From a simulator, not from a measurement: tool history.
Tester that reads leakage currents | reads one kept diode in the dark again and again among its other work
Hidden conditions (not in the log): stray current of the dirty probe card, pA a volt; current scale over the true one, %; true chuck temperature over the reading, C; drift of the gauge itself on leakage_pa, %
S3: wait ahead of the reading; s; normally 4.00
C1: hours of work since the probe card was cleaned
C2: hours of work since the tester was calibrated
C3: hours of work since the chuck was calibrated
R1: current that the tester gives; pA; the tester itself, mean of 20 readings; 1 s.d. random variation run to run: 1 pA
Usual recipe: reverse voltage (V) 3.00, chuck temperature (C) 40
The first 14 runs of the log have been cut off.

run 15 hour=520.0 | reverse_voltage_(V)=3.00 chuck_temperature_(C)=40 S3=4.00 | C1=112 C2=1227 C3=356 | R1=345.22
run 16 hour=548.4 | reverse_voltage_(V)=3.00 chuck_temperature_(C)=40 S3=4.00 | C1=132 C2=1247 C3=375 | R1=345.17
run 17 hour=577.3 | reverse_voltage_(V)=3.00 chuck_temperature_(C)=40 S3=0.90 | C1=152 C2=1267 C3=395 | R1=346.95
run 18 hour=630.0 | reverse_voltage_(V)=3.00 chuck_temperature_(C)=40 S3=4.00 | C1=188 C2=1303 C3=432 | R1=343.86
run 19 hour=685.2 | reverse_voltage_(V)=1.45 chuck_temperature_(C)=40 S3=4.00 | C1=226 C2=1341 C3=469 | R1=274.00
run 20 hour=730.5 | reverse_voltage_(V)=1.45 chuck_temperature_(C)=40 S3=4.00 | C1=257 C2=1372 C3=501 | R1=272.67
run 21 hour=781.9 | reverse_voltage_(V)=1.45 chuck_temperature_(C)=26 S3=1.34 | C1=292 C2=1408 C3=536 | R1=90.83
run 22 hour=805.6 | reverse_voltage_(V)=1.45 chuck_temperature_(C)=44 S3=1.34 | C1=309 C2=1424 C3=552 | R1=365.89
run 23 hour=862.0 | reverse_voltage_(V)=4.08 chuck_temperature_(C)=41 S3=2.80 | C1=348 C2=1463 C3=591 | R1=414.43
run 24 hour=896.1 | reverse_voltage_(V)=19.36 chuck_temperature_(C)=43 S3=0.40 | C1=371 C2=1486 C3=615 | R1=819.92
run 25 hour=940.6 | reverse_voltage_(V)=17.26 chuck_temperature_(C)=32 S3=4.00 | C1=402 C2=1517 C3=645 | R1=342.14
run 26 hour=964.3 | reverse_voltage_(V)=17.26 chuck_temperature_(C)=34 S3=0.43 | C1=418 C2=1533 C3=662 | R1=408.91
run 27 hour=993.4 | reverse_voltage_(V)=3.00 chuck_temperature_(C)=42 S3=1.82 | C1=438 C2=1553 C3=682 | R1=405.68
run 28 hour=1019.0 | reverse_voltage_(V)=2.17 chuck_temperature_(C)=40 S3=4.98 | C1=456 C2=1571 C3=699 | R1=313.94
run 29 hour=1055.0 | reverse_voltage_(V)=19.98 chuck_temperature_(C)=40 S3=0.61 | C1=480 C2=1596 C3=724 | R1=667.06
run 30 hour=1096.1 | reverse_voltage_(V)=1.98 chuck_temperature_(C)=25 S3=4.00 | C1=509 C2=1624 C3=752 | R1=94.30
run 31 hour=1135.4 | reverse_voltage_(V)=1.98 chuck_temperature_(C)=25 S3=4.00 | C1=536 C2=1651 C3=779 | R1=94.73
run 32 hour=1168.2 | reverse_voltage_(V)=1.55 chuck_temperature_(C)=25 S3=4.00 | C1=558 C2=1674 C3=802 | R1=87.38
run 33 hour=1201.2 | reverse_voltage_(V)=8.71 chuck_temperature_(C)=35 S3=9.82 | C1=581 C2=1696 C3=825 | R1=345.29
run 34 hour=1226.8 | reverse_voltage_(V)=3.00 chuck_temperature_(C)=56 S3=7.43 | C1=599 C2=1714 C3=842 | R1=1103.56
run 35 hour=1259.0 | reverse_voltage_(V)=1.34 chuck_temperature_(C)=56 S3=5.01 | C1=621 C2=1736 C3=864 | R1=849.47
run 36 hour=1295.7 | reverse_voltage_(V)=1.34 chuck_temperature_(C)=56 S3=5.01 | C1=646 C2=1761 C3=890 | R1=844.79
run 37 hour=1323.0 | reverse_voltage_(V)=1.34 chuck_temperature_(C)=56 S3=5.01 | C1=665 C2=1780 C3=908 | R1=845.48

Below are 4 alternative next runs, each starting from the tool's condition after run 37. Predict each:
run A hour=1366.1 | reverse_voltage_(V)=1.33 chuck_temperature_(C)=40 S3=4.00 | C1=694 C2=1810 C3=938 | R1=?
run B hour=1366.1 | reverse_voltage_(V)=1.34 chuck_temperature_(C)=41 S3=5.01 | C1=694 C2=1810 C3=938 | R1=?
run C hour=1366.1 | reverse_voltage_(V)=2.94 chuck_temperature_(C)=32 S3=5.01 | C1=694 C2=1810 C3=938 | R1=?
run D hour=1366.1 | reverse_voltage_(V)=10.83 chuck_temperature_(C)=56 S3=1.20 | C1=694 C2=1810 C3=938 | R1=?

run=A R1=269.63
run=B R1=292.41
run=C R1=191.71
run=D R1=1681.92
Take away the tool's hidden state, keep each run's random variation, and the runs would have read:
run=A R1=257.29
run=B R1=279.20
run=C R1=180.64
run=D R1=1609.62
